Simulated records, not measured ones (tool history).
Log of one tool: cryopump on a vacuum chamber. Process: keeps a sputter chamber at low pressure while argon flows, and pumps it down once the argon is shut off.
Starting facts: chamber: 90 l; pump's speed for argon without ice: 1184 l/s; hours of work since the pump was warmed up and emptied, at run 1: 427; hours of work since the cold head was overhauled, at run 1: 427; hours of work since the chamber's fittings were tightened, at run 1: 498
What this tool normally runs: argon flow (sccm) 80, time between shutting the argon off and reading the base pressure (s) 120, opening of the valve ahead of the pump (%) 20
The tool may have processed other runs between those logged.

run,hour,argon flow (sccm),time between shutting the argon off and reading the base pressure (s),opening of the valve ahead of the pump (%),hours of work since the pump was warmed up and emptied,hours of work since the cold head was overhauled,hours of work since the chamber's fittings were tightened,pressure while argon flows (Pa),pressure after the wait (uPa)
1,0,80,120,20,427,427,498,0.5856,1.24
2,17.2,80,120,20,441,441,512,0.5863,1.27
3,30.7,80,120,20,452,452,523,0.5865,1.31
4,49.8,80,120,20,468,468,539,0.5846,1.29
5,69.1,80,120,18,483,483,555,0.6535,1.32
6,78.7,80,120,18,491,491,562,0.651,1.31
7,91.9,80,120,18,502,502,573,0.6527,1.35
8,108.9,80,120,18,515,515,587,0.6504,1.37
9,125.8,80,173,20,529,529,601,0.588,1.23
10,139.8,80,120,20,541,541,612,0.5845,1.42
11,156.8,80,120,20,554,554,626,0.5916,1.4
12,176.4,80,120,20,570,570,642,0.5906,1.41
13,190,80,120,20,581,581,653,0.5893,1.47
14,198.5,80,120,20,588,588,659,0.5943,1.41
15,206.7,80,120,20,595,595,666,0.5932,1.43
16,225,80,120,20,610,610,681,0.5915,1.48
17,235.5,80,120,20,618,618,689,0.594,1.46
18,253.1,80,120,20,632,632,704,0.5943,1.47
19,265.6,80,65,20,643,643,714,0.5959,1.89
20,275.2,42,65,34,650,650,722,0.1875,1.89
21,287.2,107,194,20,660,660,731,0.7968,1.4
22,296,83,120,16,667,667,738,0.7652,1.52
23,307.8,64,92,20,677,677,748,0.4758,1.7
24,323.3,64,92,20,689,689,761,0.4756,1.66
25,339.9,148,30,31,703,703,774,0.7242,2.95
26,348,49,21,24,709,709,781,0.3058,3.71
27,363.6,88,118,17,722,722,793,0.7634,1.64
28,381.3,88,118,17,736,736,808,0.7655,1.66
29,391.5,152,185,20,745,745,816,1.1296,1.51
30,400.8,88,185,20,752,752,823,0.6588,1.53
31,416.9,88,185,20,765,765,837,0.6589,1.49
32,425.5,80,130,22,772,772,843,0.5495,1.65
33,440.7,57,20,17,785,785,856,0.4971,3.92
34,449.3,62,20,17,791,791,863,0.5434,3.93
35,466.6,80,61,43,805,805,877,0.2946,2.17

What if the next run were any one of these 3? Each begins from the tool's condition after run 35:
A,476,40,104,44,813,813,884,?,?
B,476,40,75,20,813,813,884,?,?
C,476,33,66,31,813,813,884,?,?

run,pressure while argon flows (Pa),pressure after the wait (uPa)
A,0.1439,1.78
B,0.3007,2.05
C,0.1646,2.09
Take away the tool's hidden state, keep each run's random variation, and the runs would have read:
run,pressure while argon flows (Pa),pressure after the wait (uPa)
A,0.1294,0.75
B,0.2862,0.98
C,0.1525,1.04
